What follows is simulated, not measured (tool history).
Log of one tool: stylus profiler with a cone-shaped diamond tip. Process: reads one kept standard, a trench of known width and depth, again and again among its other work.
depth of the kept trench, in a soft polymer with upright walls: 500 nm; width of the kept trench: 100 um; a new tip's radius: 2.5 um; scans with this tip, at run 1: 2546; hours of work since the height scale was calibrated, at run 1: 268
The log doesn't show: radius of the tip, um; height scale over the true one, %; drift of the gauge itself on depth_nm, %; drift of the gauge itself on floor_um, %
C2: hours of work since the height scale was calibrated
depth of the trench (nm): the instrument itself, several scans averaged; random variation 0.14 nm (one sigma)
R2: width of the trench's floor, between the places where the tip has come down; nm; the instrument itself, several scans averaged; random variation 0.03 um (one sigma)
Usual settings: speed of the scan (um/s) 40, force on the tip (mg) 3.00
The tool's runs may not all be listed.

run 1 day=0.000 | speed_of_the_scan_(um/s)=40 force_on_the_tip_(mg)=3.00 | scans_with_this_tip=2546 C2=268 | depth_of_the_trench_(nm)=504.47 R2=96510
run 2 day=0.571 | speed_of_the_scan_(um/s)=40 force_on_the_tip_(mg)=3.00 | scans_with_this_tip=2628 C2=276 | depth_of_the_trench_(nm)=504.52 R2=96540
run 3 day=1.117 | speed_of_the_scan_(um/s)=40 force_on_the_tip_(mg)=3.00 | scans_with_this_tip=2707 C2=285 | depth_of_the_trench_(nm)=504.24 R2=96520
run 4 day=1.750 | speed_of_the_scan_(um/s)=40 force_on_the_tip_(mg)=3.00 | scans_with_this_tip=2797 C2=294 | depth_of_the_trench_(nm)=504.41 R2=96480
run 5 day=2.358 | speed_of_the_scan_(um/s)=40 force_on_the_tip_(mg)=3.00 | scans_with_this_tip=2885 C2=303 | depth_of_the_trench_(nm)=504.35 R2=96490
run 6 day=3.046 | speed_of_the_scan_(um/s)=40 force_on_the_tip_(mg)=3.00 | scans_with_this_tip=2984 C2=314 | depth_of_the_trench_(nm)=504.45 R2=96480
run 7 day=3.642 | speed_of_the_scan_(um/s)=40 force_on_the_tip_(mg)=3.00 | scans_with_this_tip=3069 C2=323 | depth_of_the_trench_(nm)=504.64 R2=96510
run 8 day=4.038 | speed_of_the_scan_(um/s)=40 force_on_the_tip_(mg)=3.00 | scans_with_this_tip=3126 C2=329 | depth_of_the_trench_(nm)=504.37 R2=96480
run 9 day=4.771 | speed_of_the_scan_(um/s)=40 force_on_the_tip_(mg)=3.00 | scans_with_this_tip=3231 C2=340 | depth_of_the_trench_(nm)=504.34 R2=96370
run 10 day=5.492 | speed_of_the_scan_(um/s)=40 force_on_the_tip_(mg)=3.00 | scans_with_this_tip=3334 C2=351 | depth_of_the_trench_(nm)=504.57 R2=96460
run 11 day=6.175 | speed_of_the_scan_(um/s)=18 force_on_the_tip_(mg)=3.00 | scans_with_this_tip=3432 C2=361 | depth_of_the_trench_(nm)=504.54 R2=96480
run 12 day=6.779 | speed_of_the_scan_(um/s)=18 force_on_the_tip_(mg)=3.00 | scans_with_this_tip=3519 C2=370 | depth_of_the_trench_(nm)=504.52 R2=96470
run 13 day=7.204 | speed_of_the_scan_(um/s)=40 force_on_the_tip_(mg)=1.36 | scans_with_this_tip=3580 C2=376 | depth_of_the_trench_(nm)=502.62 R2=96390
run 14 day=7.738 | speed_of_the_scan_(um/s)=40 force_on_the_tip_(mg)=1.36 | scans_with_this_tip=3657 C2=384 | depth_of_the_trench_(nm)=502.94 R2=96350
run 15 day=8.212 | speed_of_the_scan_(um/s)=40 force_on_the_tip_(mg)=1.36 | scans_with_this_tip=3725 C2=392 | depth_of_the_trench_(nm)=502.81 R2=96360
run 16 day=8.575 | speed_of_the_scan_(um/s)=40 force_on_the_tip_(mg)=3.00 | scans_with_this_tip=3777 C2=397 | depth_of_the_trench_(nm)=504.79 R2=96330
run 17 day=9.117 | speed_of_the_scan_(um/s)=40 force_on_the_tip_(mg)=3.00 | scans_with_this_tip=3855 C2=405 | depth_of_the_trench_(nm)=504.47 R2=96410
run 18 day=9.950 | speed_of_the_scan_(um/s)=40 force_on_the_tip_(mg)=3.00 | scans_with_this_tip=3974 C2=418 | depth_of_the_trench_(nm)=504.73 R2=96360
run 19 day=10.304 | speed_of_the_scan_(um/s)=40 force_on_the_tip_(mg)=3.00 | scans_with_this_tip=4026 C2=423 | depth_of_the_trench_(nm)=504.59 R2=96380
run 20 day=10.858 | speed_of_the_scan_(um/s)=40 force_on_the_tip_(mg)=3.87 | scans_with_this_tip=4105 C2=432 | depth_of_the_trench_(nm)=505.06 R2=96330
run 21 day=11.417 | speed_of_the_scan_(um/s)=127 force_on_the_tip_(mg)=3.00 | scans_with_this_tip=4185 C2=440 | depth_of_the_trench_(nm)=504.78 R2=96080
run 22 day=12.083 | speed_of_the_scan_(um/s)=127 force_on_the_tip_(mg)=3.00 | scans_with_this_tip=4281 C2=450 | depth_of_the_trench_(nm)=504.71 R2=96060
run 23 day=12.617 | speed_of_the_scan_(um/s)=22 force_on_the_tip_(mg)=3.00 | scans_with_this_tip=4357 C2=458 | depth_of_the_trench_(nm)=504.82 R2=96340
run 24 day=13.054 | speed_of_the_scan_(um/s)=66 force_on_the_tip_(mg)=3.00 | scans_with_this_tip=4420 C2=465 | depth_of_the_trench_(nm)=504.62 R2=96240
run 25 day=13.629 | speed_of_the_scan_(um/s)=66 force_on_the_tip_(mg)=3.00 | scans_with_this_tip=4503 C2=473 | depth_of_the_trench_(nm)=504.93 R2=96270
run 26 day=14.058 | speed_of_the_scan_(um/s)=19 force_on_the_tip_(mg)=8.03 | scans_with_this_tip=4564 C2=480 | depth_of_the_trench_(nm)=508.71 R2=96340
run 27 day=14.408 | speed_of_the_scan_(um/s)=19 force_on_the_tip_(mg)=8.03 | scans_with_this_tip=4614 C2=485 | depth_of_the_trench_(nm)=508.64 R2=96380
run 28 day=14.979 | speed_of_the_scan_(um/s)=10 force_on_the_tip_(mg)=3.46 | scans_with_this_tip=4696 C2=494 | depth_of_the_trench_(nm)=505.17 R2=96390
run 29 day=15.500 | speed_of_the_scan_(um/s)=61 force_on_the_tip_(mg)=6.31 | scans_with_this_tip=4771 C2=502 | depth_of_the_trench_(nm)=507.42 R2=96250
run 30 day=16.092 | speed_of_the_scan_(um/s)=108 force_on_the_tip_(mg)=3.59 | scans_with_this_tip=4856 C2=511 | depth_of_the_trench_(nm)=505.15 R2=96130
run 31 day=16.550 | speed_of_the_scan_(um/s)=40 force_on_the_tip_(mg)=1.60 | scans_with_this_tip=4922 C2=517 | depth_of_the_trench_(nm)=503.22 R2=96250
run 32 day=17.054 | speed_of_the_scan_(um/s)=16 force_on_the_tip_(mg)=2.98 | scans_with_this_tip=4994 C2=525 | depth_of_the_trench_(nm)=504.92 R2=96310
run 33 day=17.575 | speed_of_the_scan_(um/s)=27 force_on_the_tip_(mg)=2.66 | scans_with_this_tip=5069 C2=533 | depth_of_the_trench_(nm)=504.45 R2=96270
run 34 day=18.029 | speed_of_the_scan_(um/s)=27 force_on_the_tip_(mg)=2.66 | scans_with_this_tip=5134 C2=540 | depth_of_the_trench_(nm)=504.41 R2=96230
run 35 day=18.404 | speed_of_the_scan_(um/s)=35 force_on_the_tip_(mg)=8.37 | scans_with_this_tip=5188 C2=545 | depth_of_the_trench_(nm)=508.98 R2=96320
run 36 day=18.921 | speed_of_the_scan_(um/s)=121 force_on_the_tip_(mg)=2.72 | scans_with_this_tip=5262 C2=553 | depth_of_the_trench_(nm)=504.33 R2=95970
run 37 day=19.708 | speed_of_the_scan_(um/s)=128 force_on_the_tip_(mg)=1.01 | scans_with_this_tip=5375 C2=565 | depth_of_the_trench_(nm)=502.70 R2=95610
run 38 day=20.208 | speed_of_the_scan_(um/s)=128 force_on_the_tip_(mg)=1.01 | scans_with_this_tip=5447 C2=573 | depth_of_the_trench_(nm)=502.86 R2=95670
run 39 day=21.025 | speed_of_the_scan_(um/s)=111 force_on_the_tip_(mg)=2.07 | scans_with_this_tip=5564 C2=585 | depth_of_the_trench_(nm)=503.99 R2=95910
run 40 day=21.854 | speed_of_the_scan_(um/s)=23 force_on_the_tip_(mg)=2.57 | scans_with_this_tip=5683 C2=598 | depth_of_the_trench_(nm)=504.59 R2=96240
run 41 day=22.442 | speed_of_the_scan_(um/s)=23 force_on_the_tip_(mg)=2.57 | scans_with_this_tip=5768 C2=606 | depth_of_the_trench_(nm)=504.65 R2=96190

The same runs without the tool's hidden state, with the same run-to-run variation:
run=1 depth_of_the_trench_(nm)=504.09 R2=96860
run=2 depth_of_the_trench_(nm)=504.13 R2=96900
run=3 depth_of_the_trench_(nm)=503.83 R2=96890
run=4 depth_of_the_trench_(nm)=503.98 R2=96860
run=5 depth_of_the_trench_(nm)=503.91 R2=96880
run=6 depth_of_the_trench_(nm)=504.00 R2=96890
run=7 depth_of_the_trench_(nm)=504.17 R2=96920
run=8 depth_of_the_trench_(nm)=503.89 R2=96900
run=9 depth_of_the_trench_(nm)=503.84 R2=96800
run=10 depth_of_the_trench_(nm)=504.05 R2=96900
run=11 depth_of_the_trench_(nm)=504.01 R2=96930
run=12 depth_of_the_trench_(nm)=503.97 R2=96930
run=13 depth_of_the_trench_(nm)=502.06 R2=96860
run=14 depth_of_the_trench_(nm)=502.37 R2=96830
run=15 depth_of_the_trench_(nm)=502.23 R2=96840
run=16 depth_of_the_trench_(nm)=504.19 R2=96820
run=17 depth_of_the_trench_(nm)=503.86 R2=96910
run=18 depth_of_the_trench_(nm)=504.10 R2=96870
run=19 depth_of_the_trench_(nm)=503.95 R2=96900
run=20 depth_of_the_trench_(nm)=504.40 R2=96860
run=21 depth_of_the_trench_(nm)=504.12 R2=96620
run=22 depth_of_the_trench_(nm)=504.02 R2=96600
run=23 depth_of_the_trench_(nm)=504.13 R2=96890
run=24 depth_of_the_trench_(nm)=503.91 R2=96790
run=25 depth_of_the_trench_(nm)=504.21 R2=96840
run=26 depth_of_the_trench_(nm)=507.97 R2=96920
run=27 depth_of_the_trench_(nm)=507.89 R2=96960
run=28 depth_of_the_trench_(nm)=504.41 R2=96970
run=29 depth_of_the_trench_(nm)=506.65 R2=96850
run=30 depth_of_the_trench_(nm)=504.36 R2=96740
run=31 depth_of_the_trench_(nm)=502.42 R2=96870
run=32 depth_of_the_trench_(nm)=504.11 R2=96930
run=33 depth_of_the_trench_(nm)=503.63 R2=96900
run=34 depth_of_the_trench_(nm)=503.58 R2=96860
run=35 depth_of_the_trench_(nm)=508.13 R2=96960
run=36 depth_of_the_trench_(nm)=503.47 R2=96620
run=37 depth_of_the_trench_(nm)=501.82 R2=96270
run=38 depth_of_the_trench_(nm)=501.97 R2=96330
run=39 depth_of_the_trench_(nm)=503.08 R2=96590
run=40 depth_of_the_trench_(nm)=503.66 R2=96930
run=41 depth_of_the_trench_(nm)=503.70 R2=96890
